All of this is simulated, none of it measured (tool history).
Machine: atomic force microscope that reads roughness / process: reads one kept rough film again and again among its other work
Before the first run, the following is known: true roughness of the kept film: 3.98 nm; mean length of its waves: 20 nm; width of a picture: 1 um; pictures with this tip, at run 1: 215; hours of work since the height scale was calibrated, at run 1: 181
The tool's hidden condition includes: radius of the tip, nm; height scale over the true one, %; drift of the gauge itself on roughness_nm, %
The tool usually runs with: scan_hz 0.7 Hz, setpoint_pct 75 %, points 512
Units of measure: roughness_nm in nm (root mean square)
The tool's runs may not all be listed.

| run | hour | scan_hz | setpoint_pct | points | pictures with this tip | hours of work since the height scale was calibrated | roughness_nm |
|---|---|---|---|---|---|---|---|
| 1 | 0 | 0.7 | 75 | 512 | 215 | 181 | 3.143 |
| 2 | 10.3 | 0.7 | 75 | 512 | 226 | 188 | 3.123 |
| 3 | 21.6 | 0.7 | 76 | 512 | 237 | 195 | 3.133 |
| 4 | 32.2 | 0.7 | 76 | 401 | 247 | 201 | 3.102 |
| 5 | 42.6 | 0.7 | 75 | 655 | 257 | 208 | 3.121 |
| 6 | 54.5 | 0.7 | 75 | 655 | 269 | 215 | 3.12 |
| 7 | 62.1 | 0.7 | 75 | 655 | 276 | 219 | 3.146 |
| 8 | 68.2 | 0.7 | 75 | 295 | 282 | 223 | 3.06 |
| 9 | 80.3 | 1.567 | 75 | 295 | 294 | 231 | 2.888 |
| 10 | 93.9 | 1.567 | 75 | 295 | 308 | 239 | 2.903 |
| 11 | 105.1 | 0.616 | 75 | 512 | 319 | 246 | 3.128 |
|  | 111.7 | new tip fitted |
| 12 | 115.6 | 0.7 | 82 | 512 | 3 | 252 | 3.047 |
| 13 | 123.1 | 0.7 | 82 | 512 | 11 | 257 | 3.076 |
| 14 | 135.1 | 0.7 | 82 | 512 | 23 | 264 | 3.05 |
| 15 | 144.3 | 0.7 | 61 | 512 | 32 | 270 | 3.234 |
| 16 | 153.7 | 0.7 | 69 | 512 | 41 | 276 | 3.187 |
| 17 | 160.5 | 0.7 | 61 | 512 | 47 | 280 | 3.22 |
| 18 | 171.5 | 0.7 | 63 | 512 | 58 | 287 | 3.196 |
| 19 | 183 | 1.047 | 63 | 512 | 69 | 294 | 3.19 |
| 20 | 195.8 | 0.7 | 75 | 512 | 82 | 301 | 3.135 |
| 21 | 207.9 | 0.7 | 75 | 512 | 94 | 309 | 3.138 |
| 22 | 219.3 | 0.7 | 75 | 512 | 105 | 316 | 3.127 |
| 23 | 225.8 | 0.614 | 75 | 512 | 112 | 320 | 3.121 |
| 24 | 233.3 | 0.614 | 75 | 512 | 119 | 324 | 3.161 |
| 25 | 239.4 | 0.614 | 75 | 512 | 125 | 328 | 3.157 |
| 26 | 249.4 | 0.7 | 75 | 512 | 135 | 334 | 3.119 |
| 27 | 260.3 | 0.7 | 75 | 512 | 145 | 341 | 3.129 |
| 28 | 273.9 | 1.769 | 82 | 324 | 159 | 350 | 2.742 |
| 29 | 287.1 | 2.37 | 89 | 382 | 172 | 358 | 2.422 |
| 30 | 295.4 | 0.966 | 78 | 1010 | 180 | 363 | 3.067 |
| 31 | 307 | 0.966 | 78 | 418 | 191 | 370 | 3.018 |
| 32 | 314.3 | 0.966 | 78 | 418 | 198 | 374 | 3.021 |
| 33 | 322.6 | 0.966 | 78 | 418 | 207 | 379 | 3.02 |
| 34 | 332 | 0.605 | 89 | 285 | 216 | 385 | 2.968 |
| 35 | 343.5 | 0.605 | 89 | 285 | 227 | 392 | 2.952 |
| 36 | 352.8 | 0.605 | 89 | 285 | 236 | 398 | 2.949 |
| 37 | 359.1 | 2.809 | 89 | 300 | 242 | 402 | 2.277 |
| 38 | 370.2 | 0.767 | 89 | 300 | 253 | 409 | 2.918 |
| 39 | 383.6 | 0.767 | 89 | 300 | 266 | 417 | 2.917 |
| 40 | 393.6 | 0.767 | 89 | 300 | 276 | 423 | 2.903 |
| 41 | 399.9 | 0.7 | 72 | 738 | 282 | 427 | 3.151 |
| 42 | 407.1 | 2.578 | 69 | 651 | 290 | 431 | 2.884 |
| 43 | 413 | 1.834 | 73 | 512 | 295 | 435 | 2.934 |
| 44 | 424.4 | 3.34 | 56 | 809 | 307 | 442 | 3.069 |
| 45 | 438.6 | 0.912 | 75 | 445 | 320 | 451 | 3.054 |
|  | 443.4 | new tip fitted |
| 46 | 449.8 | 0.7 | 75 | 492 | 6 | 457 | 3.139 |
| 47 | 457.8 | 0.7 | 75 | 929 | 14 | 462 | 3.152 |
| 48 | 465.9 | 0.7 | 75 | 929 | 22 | 467 | 3.127 |
| 49 | 471.7 | 0.98 | 83 | 636 | 27 | 471 | 2.982 |
| 50 | 481.3 | 0.7 | 57 | 512 | 37 | 477 | 3.258 |
| 51 | 493.7 | 0.7 | 57 | 864 | 49 | 484 | 3.259 |
| 52 | 502.1 | 0.719 | 66 | 666 | 57 | 490 | 3.229 |
| 53 | 510.9 | 0.719 | 66 | 666 | 66 | 495 | 3.203 |
| 54 | 521.9 | 0.7 | 76 | 437 | 77 | 502 | 3.112 |

Forecast each of these 4 alternatives for the next run:
| A | 529.5 | 0.684 | 75 | 527 | 84 | 506 | ? |
| B | 529.5 | 1.289 | 75 | 512 | 84 | 506 | ? |
| C | 529.5 | 0.7 | 90 | 290 | 84 | 506 | ? |
| D | 529.5 | 0.7 | 69 | 437 | 84 | 506 | ? |

| run | roughness_nm |
|---|---|
| A | 3.135 |
| B | 3.009 |
| C | 2.899 |
| D | 3.165 |
With the hidden condition removed and each run's random variation left untouched, the same runs would have given:
| run | roughness_nm |
|---|---|
| A | 3.137 |
| B | 3.01 |
| C | 2.9 |
| D | 3.167 |
